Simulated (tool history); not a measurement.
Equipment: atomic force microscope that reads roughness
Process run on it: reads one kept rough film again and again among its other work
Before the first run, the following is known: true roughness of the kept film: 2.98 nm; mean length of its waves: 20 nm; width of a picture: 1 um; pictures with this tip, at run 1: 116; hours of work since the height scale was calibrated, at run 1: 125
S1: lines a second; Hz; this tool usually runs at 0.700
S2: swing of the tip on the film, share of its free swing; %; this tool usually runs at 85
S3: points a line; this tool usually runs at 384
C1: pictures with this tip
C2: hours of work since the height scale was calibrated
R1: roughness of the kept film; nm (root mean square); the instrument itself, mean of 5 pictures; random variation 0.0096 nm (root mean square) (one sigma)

run   hour     S1  S2   S3   C1   C2     R1
  1    0.0  0.700  85  384  116  125  1.544
      65.3  -- new tip fitted
  2   66.1  0.700  85  384    1  160  2.151
  3  133.2  0.700  85  384   80  196  1.683
  4  194.5  0.700  85  384  153  228  1.475
     225.6  -- new tip fitted
  5  260.5  3.503  85  384   41  263  1.620
     265.8  -- height scale calibrated on a step standard
  6  311.7  3.503  85  384  101   24  1.387
  7  359.2  0.976  85  384  157   50  1.398
     392.1  -- new tip fitted
  8  416.4  0.976  76  384   29   80  1.936
  9  453.2  0.915  80  957   72   99  1.749
 10  519.6  0.795  85  384  151  134  1.430
     552.4  -- new tip fitted
 11  569.8  0.700  81  384   20  161  2.052

Forecast each of these 3 alternatives for the next run:
  A  608.8  0.700  65  311  67  181   ?
  B  608.8  0.816  68  435  67  181   ?
  C  608.8  2.910  85  951  67  181   ?

run     R1
  A  1.816
  B  1.827
  C  1.601
Had the tool no hidden state, the same runs would have come out as:
run     R1
  A  2.215
  B  2.228
  C  1.955

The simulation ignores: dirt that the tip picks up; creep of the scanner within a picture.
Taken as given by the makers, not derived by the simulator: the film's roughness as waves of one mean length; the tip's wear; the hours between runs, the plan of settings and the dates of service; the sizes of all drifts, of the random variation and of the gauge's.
